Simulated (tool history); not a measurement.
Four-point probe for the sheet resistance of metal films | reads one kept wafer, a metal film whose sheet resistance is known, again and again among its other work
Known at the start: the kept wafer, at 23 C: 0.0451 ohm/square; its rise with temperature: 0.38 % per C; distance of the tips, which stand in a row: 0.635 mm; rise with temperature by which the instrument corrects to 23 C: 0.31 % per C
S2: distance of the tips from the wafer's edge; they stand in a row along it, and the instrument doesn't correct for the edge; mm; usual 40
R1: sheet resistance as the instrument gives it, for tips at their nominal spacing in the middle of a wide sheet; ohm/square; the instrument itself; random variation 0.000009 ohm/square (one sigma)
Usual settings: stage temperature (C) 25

Run 1, hour 0: usual settings. Result: R1 0.045069 ohm/square.
Run 2, hour 18.5: usual settings. Result: R1 0.045087 ohm/square.
Run 3, hour 48.4: usual settings. Result: R1 0.04508 ohm/square.
Run 4, hour 63: usual settings. Result: R1 0.04508 ohm/square.
Run 5, hour 77.9: usual settings. Result: R1 0.045058 ohm/square.
Run 6, hour 106.2: usual settings but stage temperature (C) 27. Result: R1 0.045141 ohm/square.
Run 7, hour 126.7: usual settings but stage temperature (C) 27. Result: R1 0.045136 ohm/square.
Run 8, hour 157.1: usual settings but stage temperature (C) 27. Result: R1 0.045145 ohm/square.
Run 9, hour 171.5: usual settings but stage temperature (C) 27. Result: R1 0.045127 ohm/square.
Run 10, hour 196.1: usual settings but stage temperature (C) 27. Result: R1 0.045062 ohm/square.
Run 11, hour 215: usual settings but stage temperature (C) 27. Result: R1 0.045047 ohm/square.
Run 12, hour 237.2: usual settings but stage temperature (C) 24. Result: R1 0.044972 ohm/square.
Run 13, hour 261.5: usual settings but stage temperature (C) 24. Result: R1 0.044963 ohm/square.
Run 14, hour 283.8: usual settings but stage temperature (C) 24. Result: R1 0.04497 ohm/square.
Run 15, hour 315.2: usual settings. Result: R1 0.045001 ohm/square.
Run 16, hour 329.6: usual settings but stage temperature (C) 19, S2 26 mm. Result: R1 0.044826 ohm/square.
Run 17, hour 345.2: usual settings but stage temperature (C) 19, S2 26 mm. Result: R1 0.04481 ohm/square.
Run 18, hour 376.1: usual settings but stage temperature (C) 34, S2 46 mm. Result: R1 0.045213 ohm/square.
Run 19, hour 399.1: usual settings but stage temperature (C) 20, S2 5 mm. Result: R1 0.045233 ohm/square.
Run 20, hour 419.6: usual settings but stage temperature (C) 20, S2 17 mm. Result: R1 0.04489 ohm/square.
Run 21, hour 450.6: usual settings but stage temperature (C) 22, S2 17 mm. Result: R1 0.04492 ohm/square.
Run 22, hour 467.6: usual settings but stage temperature (C) 27, S2 23 mm. Result: R1 0.045046 ohm/square.
Run 23, hour 485.2: usual settings but stage temperature (C) 29, S2 16 mm. Result: R1 0.045125 ohm/square.
Run 24, hour 510.7: usual settings but stage temperature (C) 34, S2 4 mm. Result: R1 0.045814 ohm/square.
Run 25, hour 538.6: usual settings but stage temperature (C) 24, S2 20 mm. Result: R1 0.04498 ohm/square.
Run 26, hour 565.8: usual settings but stage temperature (C) 29, S2 20 mm. Result: R1 0.045112 ohm/square.
Run 27, hour 590.8: usual settings but stage temperature (C) 29, S2 20 mm. Result: R1 0.045106 ohm/square.
Run 28, hour 613.4: usual settings but S2 7 mm. Result: R1 0.045187 ohm/square.
Run 29, hour 628: usual settings but stage temperature (C) 19, S2 17 mm. Result: R1 0.044812 ohm/square.
Run 30, hour 647.1: usual settings but stage temperature (C) 22, S2 3 mm. Result: R1 0.04593 ohm/square.

Not shown: 2 entries that the log had between the listed runs. Between which runs, and how does the tool's hidden state differ before and after?
Between runs 5 and 6: stage's thermometer calibrated (hour 83.6)
  inner tips' distance over the nominal, %: -0.305 -> -0.31; wafer's true temperature over the reading, C: 0.35 -> 0.42
  measured less the result without the state, R1: -0.00009 -> -0.00008 ohm/square
Between runs 9 and 10: stage's thermometer calibrated, once more (hour 187.1)
  inner tips' distance over the nominal, %: -0.321 -> -0.325; tips' flats over new ones', %: 4 -> 5; wafer's true temperature over the reading, C: 0.43 -> -0.02
  measured less the result without the state, R1: -0.000085 -> -0.000162 ohm/square

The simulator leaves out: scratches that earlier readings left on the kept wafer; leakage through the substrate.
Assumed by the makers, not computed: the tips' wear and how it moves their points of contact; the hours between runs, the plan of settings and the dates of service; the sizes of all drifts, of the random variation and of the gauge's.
